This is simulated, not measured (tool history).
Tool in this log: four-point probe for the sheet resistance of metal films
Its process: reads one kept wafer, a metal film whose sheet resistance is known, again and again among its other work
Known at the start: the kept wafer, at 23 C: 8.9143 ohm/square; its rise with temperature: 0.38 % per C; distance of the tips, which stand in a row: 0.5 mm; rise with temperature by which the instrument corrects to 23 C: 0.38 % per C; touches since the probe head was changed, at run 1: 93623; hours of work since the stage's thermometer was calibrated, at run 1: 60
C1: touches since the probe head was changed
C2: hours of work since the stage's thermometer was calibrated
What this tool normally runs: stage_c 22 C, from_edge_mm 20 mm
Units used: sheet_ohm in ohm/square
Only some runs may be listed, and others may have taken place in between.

run 1 hour=0 | stage_c=22 from_edge_mm=20 | C1=93623 C2=60 | sheet_ohm=8.97424
run 2 hour=117.6 | stage_c=22 from_edge_mm=20 | C1=95976 C2=147 | sheet_ohm=8.979205
run 3 hour=207.5 | stage_c=22 from_edge_mm=20 | C1=97774 C2=214 | sheet_ohm=8.977435
run 4 hour=271.4 | stage_c=22 from_edge_mm=15 | C1=99052 C2=262 | sheet_ohm=8.981841
run 5 hour=345.2 | stage_c=22 from_edge_mm=13 | C1=100529 C2=317 | sheet_ohm=8.986853
run 6 hour=424.7 | stage_c=24 from_edge_mm=20 | C1=102119 C2=377 | sheet_ohm=8.979195
run 7 hour=532.7 | stage_c=24 from_edge_mm=20 | C1=104280 C2=457 | sheet_ohm=8.984437
run 8 hour=645.6 | stage_c=22 from_edge_mm=14 | C1=106537 C2=541 | sheet_ohm=8.990748
run 9 hour=720.1 | stage_c=19 from_edge_mm=20 | C1=108028 C2=597 | sheet_ohm=8.986931
run 10 hour=771.7 | stage_c=19 from_edge_mm=20 | C1=109060 C2=636 | sheet_ohm=8.99025
-- hour=778.5 stage's thermometer calibrated
run 11 hour=847.1 | stage_c=20 from_edge_mm=3 | C1=110558 C2=51 | sheet_ohm=9.122791
run 12 hour=959.7 | stage_c=34 from_edge_mm=13 | C1=112811 C2=135 | sheet_ohm=8.99782
run 13 hour=1016.5 | stage_c=34 from_edge_mm=13 | C1=113947 C2=178 | sheet_ohm=8.997868
run 14 hour=1078.7 | stage_c=34 from_edge_mm=13 | C1=115192 C2=224 | sheet_ohm=9.000035
run 15 hour=1154.4 | stage_c=34 from_edge_mm=13 | C1=116707 C2=281 | sheet_ohm=8.999444
run 16 hour=1215.8 | stage_c=19 from_edge_mm=69 | C1=117935 C2=326 | sheet_ohm=8.999443
run 17 hour=1272.4 | stage_c=23 from_edge_mm=69 | C1=119066 C2=369 | sheet_ohm=8.99821
run 18 hour=1353.3 | stage_c=31 from_edge_mm=8 | C1=120685 C2=429 | sheet_ohm=9.013534
-- hour=1362.8 stage's thermometer calibrated, once more
run 19 hour=1452.5 | stage_c=34 from_edge_mm=55 | C1=122659 C2=67 | sheet_ohm=8.98816

Consider 4 possible next runs. They are alternatives, not a sequence: every one starts from the tool as it was left by run 19. What does each give?
run A hour=1568.7 | stage_c=28 from_edge_mm=10 | C1=124985 C2=154 | sheet_ohm=?
run B hour=1568.7 | stage_c=23 from_edge_mm=55 | C1=124985 C2=154 | sheet_ohm=?
run C hour=1568.7 | stage_c=22 from_edge_mm=14 | C1=124985 C2=154 | sheet_ohm=?
run D hour=1568.7 | stage_c=21 from_edge_mm=12 | C1=124985 C2=154 | sheet_ohm=?

run=A sheet_ohm=9.002394
run=B sheet_ohm=8.986935
run=C sheet_ohm=8.996465
run=D sheet_ohm=8.994737
With no hidden state in the tool, these same runs would have given:
run=A sheet_ohm=8.925851
run=B sheet_ohm=8.910454
run=C sheet_ohm=8.919894
run=D sheet_ohm=8.91817
